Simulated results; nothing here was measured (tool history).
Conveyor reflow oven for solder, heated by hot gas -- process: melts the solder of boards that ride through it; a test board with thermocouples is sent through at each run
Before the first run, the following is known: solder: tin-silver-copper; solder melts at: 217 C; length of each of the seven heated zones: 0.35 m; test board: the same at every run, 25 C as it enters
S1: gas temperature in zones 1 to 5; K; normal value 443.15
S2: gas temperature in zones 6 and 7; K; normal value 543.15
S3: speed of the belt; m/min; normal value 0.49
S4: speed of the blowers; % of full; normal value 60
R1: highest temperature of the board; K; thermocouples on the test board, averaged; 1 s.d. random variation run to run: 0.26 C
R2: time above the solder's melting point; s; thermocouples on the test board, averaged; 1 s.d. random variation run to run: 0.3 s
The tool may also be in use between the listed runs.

Run 1, day 0: usual settings. Result: R1 517.85 K, R2 53 s.
Run 2, day 0.204: usual settings but S4 64 % of full. Result: R1 519.45 K, R2 54.5 s.
Run 3, day 0.629: usual settings but S4 64 % of full. Result: R1 519.45 K, R2 55.6 s.
Run 4, day 0.854: usual settings. Result: R1 517.75 K, R2 52.7 s.
Run 5, day 1.071: usual settings. Result: R1 517.95 K, R2 52.7 s.
Run 6, day 1.571: usual settings but S1 434.15 K. Result: R1 516.05 K, R2 47 s.
At day 1.758: belt drive overhauled, speed set with a stopwatch.
Run 7, day 2.1: usual settings. Result: R1 518.15 K, R2 52.3 s.
Run 8, day 2.358: usual settings. Result: R1 517.85 K, R2 52.6 s.
At day 2.85: flux residue cleaned out of gas plates and filters.
Run 9, day 3: usual settings. Result: R1 521.35 K, R2 57.3 s.
Run 10, day 3.471: usual settings. Result: R1 521.75 K, R2 57.3 s.
Run 11, day 3.779: usual settings. Result: R1 521.45 K, R2 57.4 s.

Forecast run 12:
At day 4.079: belt drive overhauled, speed set with a stopwatch, once more.
Run 12, day 4.188: usual settings but S1 449.15 K, S2 541.15 K, S3 0.529 m/min, S4 52 % of full. Result: R1 ?, R2 ?.

{"run 12": {"R1": 514.45, "R2": 45.6}}
Were there no unlogged condition in the tool, this run, its random variation unchanged, would have produced R1 513.65 K, R2 44.8 s.

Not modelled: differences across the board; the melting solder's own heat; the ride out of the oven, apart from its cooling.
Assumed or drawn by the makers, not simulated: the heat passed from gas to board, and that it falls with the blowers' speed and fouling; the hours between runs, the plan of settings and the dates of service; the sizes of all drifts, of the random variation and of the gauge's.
